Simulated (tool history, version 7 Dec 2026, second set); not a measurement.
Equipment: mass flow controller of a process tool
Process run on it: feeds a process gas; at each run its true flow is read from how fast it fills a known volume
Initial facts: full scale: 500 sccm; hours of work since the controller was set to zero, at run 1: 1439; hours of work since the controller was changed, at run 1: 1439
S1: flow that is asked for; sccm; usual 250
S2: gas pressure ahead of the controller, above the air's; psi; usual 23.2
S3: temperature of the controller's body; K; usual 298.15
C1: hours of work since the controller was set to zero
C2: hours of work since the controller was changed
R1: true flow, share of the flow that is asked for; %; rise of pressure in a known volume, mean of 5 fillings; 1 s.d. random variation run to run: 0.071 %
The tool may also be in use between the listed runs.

{"run": 1, "hour": 0.0, "S1": 250, "S2": 23.2, "S3": 298.15, "C1": 1439, "C2": 1439, "R1": 99.93}
{"run": 2, "hour": 51.0, "S1": 250, "S2": 23.2, "S3": 298.15, "C1": 1465, "C2": 1465, "R1": 100.06}
{"run": 3, "hour": 154.8, "S1": 250, "S2": 23.2, "S3": 298.15, "C1": 1517, "C2": 1517, "R1": 99.93}
{"run": 4, "hour": 220.9, "S1": 250, "S2": 23.2, "S3": 298.15, "C1": 1550, "C2": 1550, "R1": 100.05}
{"run": 5, "hour": 295.0, "S1": 250, "S2": 22.8, "S3": 298.15, "C1": 1587, "C2": 1587, "R1": 99.97}
{"run": 6, "hour": 408.2, "S1": 250, "S2": 21.2, "S3": 298.15, "C1": 1644, "C2": 1644, "R1": 100.2}
{"run": 7, "hour": 465.6, "S1": 450, "S2": 23.2, "S3": 298.15, "C1": 1673, "C2": 1673, "R1": 100.12}
{"run": 8, "hour": 553.4, "S1": 250, "S2": 23.2, "S3": 298.15, "C1": 1718, "C2": 1718, "R1": 100}
{"run": 9, "hour": 654.3, "S1": 250, "S2": 36.7, "S3": 298.15, "C1": 1768, "C2": 1768, "R1": 99.43}
{"run": 10, "hour": 756.1, "S1": 250, "S2": 36.7, "S3": 298.15, "C1": 1820, "C2": 1820, "R1": 99.2}
{"run": 11, "hour": 844.9, "S1": 250, "S2": 36.7, "S3": 298.15, "C1": 1864, "C2": 1864, "R1": 99.35}
{"run": 12, "hour": 938.5, "S1": 250, "S2": 36.7, "S3": 298.15, "C1": 1911, "C2": 1911, "R1": 99.44}
{"run": 13, "hour": 999.4, "S1": 250, "S2": 23.2, "S3": 298.15, "C1": 1942, "C2": 1942, "R1": 99.98}
{"run": 14, "hour": 1089.1, "S1": 250, "S2": 23.2, "S3": 298.15, "C1": 1987, "C2": 1987, "R1": 100}
{"run": 15, "hour": 1174.8, "S1": 250, "S2": 23.2, "S3": 298.15, "C1": 2030, "C2": 2030, "R1": 100.12}
{"run": 16, "hour": 1244.5, "S1": 250, "S2": 23.2, "S3": 298.15, "C1": 2065, "C2": 2065, "R1": 100.14}
{"run": 17, "hour": 1351.5, "S1": 250, "S2": 23.2, "S3": 298.15, "C1": 2119, "C2": 2119, "R1": 99.96}
{"run": 18, "hour": 1437.7, "S1": 250, "S2": 23.2, "S3": 298.15, "C1": 2163, "C2": 2163, "R1": 99.96}
{"run": 19, "hour": 1495.0, "S1": 250, "S2": 23.2, "S3": 298.15, "C1": 2191, "C2": 2191, "R1": 99.89}
{"run": 20, "hour": 1559.7, "S1": 250, "S2": 23.2, "S3": 298.15, "C1": 2224, "C2": 2224, "R1": 100.04}
{"run": 21, "hour": 1618.0, "S1": 250, "S2": 23.2, "S3": 298.15, "C1": 2253, "C2": 2253, "R1": 99.93}
{"run": 22, "hour": 1692.0, "S1": 250, "S2": 23.2, "S3": 298.15, "C1": 2291, "C2": 2291, "R1": 99.96}
{"run": 23, "hour": 1771.6, "S1": 250, "S2": 23.2, "S3": 298.15, "C1": 2331, "C2": 2331, "R1": 100.09}
{"run": 24, "hour": 1855.1, "S1": 146, "S2": 27.3, "S3": 307.15, "C1": 2373, "C2": 2373, "R1": 98.68}
{"run": 25, "hour": 1972.2, "S1": 75, "S2": 26.8, "S3": 298.15, "C1": 2432, "C2": 2432, "R1": 99.55}
{"run": 26, "hour": 2090.5, "S1": 337, "S2": 23.2, "S3": 298.15, "C1": 2491, "C2": 2491, "R1": 100.1}
{"run": 27, "hour": 2211.4, "S1": 54, "S2": 39, "S3": 312.15, "C1": 2552, "C2": 2552, "R1": 97.41}
{"run": 28, "hour": 2327.6, "S1": 54, "S2": 29.3, "S3": 312.15, "C1": 2610, "C2": 2610, "R1": 97.92}
{"run": 29, "hour": 2433.3, "S1": 54, "S2": 40.6, "S3": 307.15, "C1": 2664, "C2": 2664, "R1": 97.93}
{"run": 30, "hour": 2487.9, "S1": 54, "S2": 40.6, "S3": 307.15, "C1": 2691, "C2": 2691, "R1": 98.01}
{"run": 31, "hour": 2592.7, "S1": 250, "S2": 27.4, "S3": 298.15, "C1": 2744, "C2": 2744, "R1": 99.85}
{"run": 32, "hour": 2661.7, "S1": 324, "S2": 22, "S3": 303.15, "C1": 2779, "C2": 2779, "R1": 99.56}
{"run": 33, "hour": 2753.1, "S1": 245, "S2": 36, "S3": 304.15, "C1": 2825, "C2": 2825, "R1": 98.67}
{"run": 34, "hour": 2874.2, "S1": 250, "S2": 29.4, "S3": 304.15, "C1": 2885, "C2": 2885, "R1": 99.13}
{"run": 35, "hour": 2935.2, "S1": 250, "S2": 31.2, "S3": 312.15, "C1": 2916, "C2": 2916, "R1": 97.92}
{"run": 36, "hour": 3002.5, "S1": 340, "S2": 33.5, "S3": 311.15, "C1": 2950, "C2": 2950, "R1": 98.21}
{"run": 37, "hour": 3107.0, "S1": 340, "S2": 33.5, "S3": 311.15, "C1": 3003, "C2": 3003, "R1": 98.13}
{"run": 38, "hour": 3220.0, "S1": 182, "S2": 22.3, "S3": 296.15, "C1": 3060, "C2": 3060, "R1": 100.08}
{"run": 39, "hour": 3308.3, "S1": 94, "S2": 36, "S3": 301.15, "C1": 3104, "C2": 3104, "R1": 98.88}
{"run": 40, "hour": 3395.3, "S1": 250, "S2": 23.2, "S3": 299.15, "C1": 3148, "C2": 3148, "R1": 99.78}
{"run": 41, "hour": 3443.8, "S1": 294, "S2": 35.4, "S3": 294.15, "C1": 3172, "C2": 3172, "R1": 99.91}
{"run": 42, "hour": 3499.0, "S1": 68, "S2": 35.8, "S3": 294.15, "C1": 3200, "C2": 3200, "R1": 99.63}
{"run": 43, "hour": 3576.6, "S1": 250, "S2": 26.7, "S3": 298.15, "C1": 3239, "C2": 3239, "R1": 99.59}
{"run": 44, "hour": 3671.9, "S1": 250, "S2": 26.7, "S3": 298.15, "C1": 3287, "C2": 3287, "R1": 99.87}
{"run": 45, "hour": 3761.0, "S1": 250, "S2": 33.9, "S3": 311.15, "C1": 3332, "C2": 3332, "R1": 98.01}
{"run": 46, "hour": 3826.8, "S1": 333, "S2": 31, "S3": 311.15, "C1": 3365, "C2": 3365, "R1": 98.42}

Below are 4 alternative next runs, each starting from the tool's condition after run 46. Predict each:
{"run": "A", "hour": 3934.8, "S1": 333, "S2": 22.5, "S3": 305.15, "C1": 3419, "C2": 3419, "R1": "?"}
{"run": "B", "hour": 3934.8, "S1": 250, "S2": 31, "S3": 312.15, "C1": 3419, "C2": 3419, "R1": "?"}
{"run": "C", "hour": 3934.8, "S1": 81, "S2": 26.4, "S3": 296.15, "C1": 3419, "C2": 3419, "R1": "?"}
{"run": "D", "hour": 3934.8, "S1": 179, "S2": 38.4, "S3": 305.15, "C1": 3419, "C2": 3419, "R1": "?"}

run=A R1=99.16
run=B R1=98.06
run=C R1=99.75
run=D R1=98.45
With the hidden condition removed and each run's random variation left untouched, the same runs would have given:
run=A R1=99.17
run=B R1=98.07
run=C R1=99.76
run=D R1=98.46

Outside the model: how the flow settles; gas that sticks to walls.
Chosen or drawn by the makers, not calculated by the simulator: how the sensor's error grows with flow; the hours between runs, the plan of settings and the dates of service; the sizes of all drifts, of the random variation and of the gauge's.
